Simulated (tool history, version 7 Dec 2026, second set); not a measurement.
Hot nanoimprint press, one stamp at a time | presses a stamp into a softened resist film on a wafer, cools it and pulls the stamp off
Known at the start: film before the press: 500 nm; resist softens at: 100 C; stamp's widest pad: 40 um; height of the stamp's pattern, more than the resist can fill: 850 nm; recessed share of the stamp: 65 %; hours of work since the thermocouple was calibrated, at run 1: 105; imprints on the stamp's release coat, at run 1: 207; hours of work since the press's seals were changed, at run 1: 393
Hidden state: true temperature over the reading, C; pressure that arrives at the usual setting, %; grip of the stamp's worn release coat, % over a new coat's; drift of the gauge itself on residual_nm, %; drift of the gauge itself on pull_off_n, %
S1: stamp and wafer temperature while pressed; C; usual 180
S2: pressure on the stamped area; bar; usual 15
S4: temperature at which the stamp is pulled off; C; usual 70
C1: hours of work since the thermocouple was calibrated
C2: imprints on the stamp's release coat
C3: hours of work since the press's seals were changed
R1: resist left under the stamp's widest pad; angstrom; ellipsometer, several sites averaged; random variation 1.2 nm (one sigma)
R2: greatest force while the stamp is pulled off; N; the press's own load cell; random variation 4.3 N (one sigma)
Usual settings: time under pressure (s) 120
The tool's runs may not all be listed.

run 1 hour=0 | S1=180 S2=15 time_under_pressure_(s)=120 S4=70 | C1=105 C2=207 C3=393 | R1=1895 R2=229
run 2 hour=16.2 | S1=183 S2=15 time_under_pressure_(s)=120 S4=70 | C1=117 C2=245 C3=404 | R1=1690 R2=230
run 3 hour=47.7 | S1=180 S2=20.7 time_under_pressure_(s)=120 S4=70 | C1=139 C2=318 C3=426 | R1=1575 R2=234
run 4 hour=70.3 | S1=180 S2=20.7 time_under_pressure_(s)=120 S4=70 | C1=154 C2=371 C3=442 | R1=1589 R2=244
run 5 hour=84.8 | S1=180 S2=20.7 time_under_pressure_(s)=120 S4=74 | C1=164 C2=405 C3=452 | R1=1581 R2=229
run 6 hour=108.4 | S1=180 S2=15 time_under_pressure_(s)=120 S4=70 | C1=181 C2=460 C3=468 | R1=1896 R2=257
run 7 hour=133.3 | S1=180 S2=15 time_under_pressure_(s)=120 S4=70 | C1=198 C2=518 C3=486 | R1=1911 R2=264
run 8 hour=167.3 | S1=180 S2=15 time_under_pressure_(s)=120 S4=70 | C1=222 C2=597 C3=509 | R1=1922 R2=274
run 9 hour=184.6 | S1=180 S2=15 time_under_pressure_(s)=120 S4=70 | C1=234 C2=638 C3=521 | R1=1915 R2=278
run 10 hour=214.8 | S1=180 S2=15 time_under_pressure_(s)=120 S4=70 | C1=255 C2=708 C3=543 | R1=1926 R2=294
run 11 hour=242.7 | S1=180 S2=15 time_under_pressure_(s)=170 S4=70 | C1=275 C2=773 C3=562 | R1=1706 R2=291
-- hour=248.8 plate thermocouple calibrated
run 12 hour=277.6 | S1=180 S2=19.7 time_under_pressure_(s)=120 S4=70 | C1=20 C2=848 C3=584 | R1=1702 R2=295
-- hour=285.8 stamp cleaned and given a new release coat
run 13 hour=315.2 | S1=168 S2=15 time_under_pressure_(s)=120 S4=70 | C1=42 C2=69 C3=606 | R1=2996 R2=220
run 14 hour=330.5 | S1=178 S2=15 time_under_pressure_(s)=120 S4=70 | C1=53 C2=104 C3=617 | R1=2123 R2=220
run 15 hour=357.5 | S1=178 S2=15 time_under_pressure_(s)=120 S4=70 | C1=72 C2=167 C3=636 | R1=2110 R2=222
run 16 hour=391 | S1=178 S2=15 time_under_pressure_(s)=120 S4=70 | C1=95 C2=246 C3=659 | R1=2148 R2=244
-- hour=425.9 plate thermocouple calibrated, once more
run 17 hour=425.9 | S1=180 S2=11.4 time_under_pressure_(s)=189 S4=61 | C1=0 C2=320 C3=682 | R1=1868 R2=282
run 18 hour=444.2 | S1=178 S2=12 time_under_pressure_(s)=63 S4=59 | C1=13 C2=363 C3=694 | R1=2773 R2=308
run 19 hour=465.7 | S1=178 S2=12 time_under_pressure_(s)=63 S4=59 | C1=28 C2=413 C3=710 | R1=2795 R2=312
run 20 hour=480.1 | S1=178 S2=12 time_under_pressure_(s)=63 S4=59 | C1=38 C2=447 C3=720 | R1=2818 R2=324
run 21 hour=503.9 | S1=178 S2=12 time_under_pressure_(s)=63 S4=59 | C1=54 C2=502 C3=736 | R1=2795 R2=337
run 22 hour=533.6 | S1=172 S2=12 time_under_pressure_(s)=81 S4=75 | C1=75 C2=571 C3=757 | R1=3117 R2=235
run 23 hour=553.2 | S1=191 S2=14.9 time_under_pressure_(s)=67 S4=70 | C1=89 C2=617 C3=771 | R1=1605 R2=275
run 24 hour=585.5 | S1=191 S2=14.9 time_under_pressure_(s)=96 S4=72 | C1=111 C2=693 C3=793 | R1=1419 R2=271
run 25 hour=603.2 | S1=180 S2=11.3 time_under_pressure_(s)=136 S4=65 | C1=124 C2=734 C3=806 | R1=2115 R2=322
run 26 hour=621.9 | S1=180 S2=11.3 time_under_pressure_(s)=136 S4=65 | C1=137 C2=778 C3=819 | R1=2150 R2=328
run 27 hour=645.6 | S1=177 S2=20.7 time_under_pressure_(s)=106 S4=65 | C1=154 C2=833 C3=835 | R1=1878 R2=335
-- hour=661.2 stamp cleaned and given a new release coat
run 28 hour=673 | S1=180 S2=13.3 time_under_pressure_(s)=161 S4=60 | C1=168 C2=28 C3=850 | R1=1852 R2=260
run 29 hour=687.2 | S1=180 S2=13.3 time_under_pressure_(s)=161 S4=60 | C1=178 C2=61 C3=860 | R1=1853 R2=257
run 30 hour=719.6 | S1=178 S2=15 time_under_pressure_(s)=210 S4=55 | C1=201 C2=137 C3=883 | R1=1695 R2=305
run 31 hour=735.7 | S1=177 S2=15 time_under_pressure_(s)=120 S4=70 | C1=212 C2=174 C3=894 | R1=2128 R2=225

How the hidden state differs across the entries between the runs, from the last listed run before each to the first after it:
Between runs 11 and 12: plate thermocouple calibrated (hour 248.8)
  true temperature over the reading, C: -1.15 -> -1.61; pressure that arrives at the usual setting, %: 97.02 -> 96.91; grip of the stamp's worn release coat, % over a new coat's: 38.1 -> 42.1
  measured less the result without the state, R1: +99 -> +136 angstrom; R2: +86 -> +95 N
Between runs 12 and 13: stamp cleaned and given a new release coat (hour 285.8)
  true temperature over the reading, C: -1.61 -> -1.69; pressure that arrives at the usual setting, %: 96.91 -> 96.81; grip of the stamp's worn release coat, % over a new coat's: 42.1 -> 3.2
  measured less the result without the state, R1: +136 -> +213 angstrom; R2: +95 -> +15 N
Between runs 16 and 17: plate thermocouple calibrated, once more (hour 425.9)
  true temperature over the reading, C: -1.88 -> -0.05; pressure that arrives at the usual setting, %: 96.54 -> 96.44; grip of the stamp's worn release coat, % over a new coat's: 11.5 -> 15.1
  measured less the result without the state, R1: +179 -> +32 angstrom; R2: +34 -> +37 N
Between runs 27 and 28: stamp cleaned and given a new release coat (hour 661.2)
  true temperature over the reading, C: -0.63 -> -0.69; pressure that arrives at the usual setting, %: 95.69 -> 95.61; grip of the stamp's worn release coat, % over a new coat's: 41.3 -> 1.3
  measured less the result without the state, R1: +107 -> +86 angstrom; R2: +101 -> +6 N
